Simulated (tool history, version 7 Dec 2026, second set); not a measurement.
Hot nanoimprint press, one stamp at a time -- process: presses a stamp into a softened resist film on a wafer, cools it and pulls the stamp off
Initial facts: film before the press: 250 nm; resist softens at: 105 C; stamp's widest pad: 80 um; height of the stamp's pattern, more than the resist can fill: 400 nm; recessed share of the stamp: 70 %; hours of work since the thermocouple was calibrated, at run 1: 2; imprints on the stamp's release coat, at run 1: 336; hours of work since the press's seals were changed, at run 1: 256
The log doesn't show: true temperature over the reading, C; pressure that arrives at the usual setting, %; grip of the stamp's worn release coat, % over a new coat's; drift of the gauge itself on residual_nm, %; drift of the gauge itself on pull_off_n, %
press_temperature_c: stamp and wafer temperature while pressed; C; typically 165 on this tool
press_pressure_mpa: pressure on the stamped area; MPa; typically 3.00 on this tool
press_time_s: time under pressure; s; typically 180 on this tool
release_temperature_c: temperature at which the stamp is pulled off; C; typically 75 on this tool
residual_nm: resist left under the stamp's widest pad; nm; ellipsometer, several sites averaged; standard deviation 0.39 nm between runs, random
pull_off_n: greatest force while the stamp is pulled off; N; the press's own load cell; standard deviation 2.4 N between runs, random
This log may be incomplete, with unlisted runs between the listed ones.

| run | day | press_temperature_c | press_pressure_mpa | press_time_s | release_temperature_c | hours of work since the thermocouple was calibrated | imprints on the stamp's release coat | hours of work since the press's seals were changed | residual_nm | pull_off_n |
|---|---|---|---|---|---|---|---|---|---|---|
| 1 | 0.000 | 165 | 3.00 | 180 | 75 | 2 | 336 | 256 | 144.4 | 115 |
| 2 | 0.567 | 165 | 3.00 | 180 | 75 | 8 | 369 | 262 | 144.5 | 111 |
| 3 | 1.317 | 165 | 3.00 | 180 | 75 | 16 | 412 | 270 | 144.6 | 112 |
| 4 | 1.712 | 172 | 3.00 | 180 | 75 | 20 | 435 | 275 | 112.4 | 111 |
| 5 | 2.167 | 172 | 3.00 | 180 | 75 | 25 | 462 | 280 | 112.8 | 111 |
| 6 | 3.000 | 165 | 3.00 | 180 | 75 | 34 | 510 | 288 | 144.7 | 113 |
| 7 | 3.658 | 165 | 2.16 | 180 | 75 | 41 | 548 | 296 | 167.7 | 111 |
| 8 | 4.479 | 165 | 3.00 | 180 | 75 | 50 | 596 | 304 | 144.4 | 110 |
| 9 | 5.217 | 156 | 3.00 | 180 | 75 | 58 | 638 | 312 | 194.2 | 115 |
| 10 | 5.642 | 156 | 3.00 | 180 | 75 | 62 | 663 | 317 | 193.6 | 111 |
| 11 | 6.496 | 156 | 3.00 | 180 | 75 | 71 | 712 | 326 | 193.5 | 110 |
| 12 | 7.358 | 155 | 3.00 | 180 | 75 | 81 | 762 | 335 | 198.6 | 119 |
| 13 | 7.825 | 155 | 3.00 | 180 | 75 | 86 | 789 | 340 | 199.2 | 113 |
| 14 | 8.250 | 173 | 3.00 | 180 | 75 | 90 | 814 | 345 | 110.0 | 116 |
| 15 | 8.871 | 173 | 3.00 | 176 | 73 | 97 | 850 | 351 | 110.8 | 113 |
| 16 | 9.738 | 173 | 3.00 | 176 | 73 | 106 | 900 | 361 | 110.3 | 115 |
| 17 | 10.350 | 176 | 3.00 | 176 | 82 | 113 | 936 | 367 | 100.0 | 108 |
| 18 | 11.121 | 153 | 3.00 | 176 | 69 | 121 | 980 | 376 | 209.8 | 115 |
| 19 | 11.700 | 153 | 3.45 | 351 | 79 | 127 | 1014 | 382 | 176.9 | 110 |
| 20 | 12.500 | 166 | 2.15 | 273 | 71 | 136 | 1060 | 390 | 147.2 | 114 |
| 21 | 13.096 | 165 | 4.40 | 180 | 72 | 142 | 1095 | 397 | 120.7 | 114 |
| 22 | 13.683 | 165 | 4.40 | 180 | 72 | 148 | 1129 | 403 | 119.9 | 109 |
| 23 | 14.571 | 160 | 3.00 | 180 | 81 | 158 | 1180 | 413 | 173.0 | 107 |
| 24 | 15.367 | 160 | 3.00 | 180 | 81 | 166 | 1226 | 421 | 174.0 | 110 |

What if the next run were any one of these 4? Each begins from the tool's condition after run 24:
|  | 15.992 | stamp cleaned and given a new release coat |
| A | 16.138 | 160 | 4.19 | 96 | 64 | 172 | 8 | 427 | ? | ? |
|  | 15.992 | stamp cleaned and given a new release coat |
| B | 16.138 | 161 | 3.00 | 180 | 67 | 172 | 8 | 427 | ? | ? |
|  | 15.992 | stamp cleaned and given a new release coat |
| C | 16.138 | 154 | 3.68 | 180 | 63 | 172 | 8 | 427 | ? | ? |
|  | 15.992 | stamp cleaned and given a new release coat |
| D | 16.138 | 159 | 2.27 | 180 | 67 | 172 | 8 | 427 | ? | ? |

| run | residual_nm | pull_off_n |
|---|---|---|
| A | 176.3 | 119 |
| B | 168.2 | 118 |
| C | 194.5 | 119 |
| D | 196.8 | 120 |
Stripped of hidden state, with their random variation kept, the same runs would have yielded:
| run | residual_nm | pull_off_n |
|---|---|---|
| A | 173.4 | 119 |
| B | 165.5 | 118 |
| C | 191.4 | 119 |
| D | 193.7 | 120 |
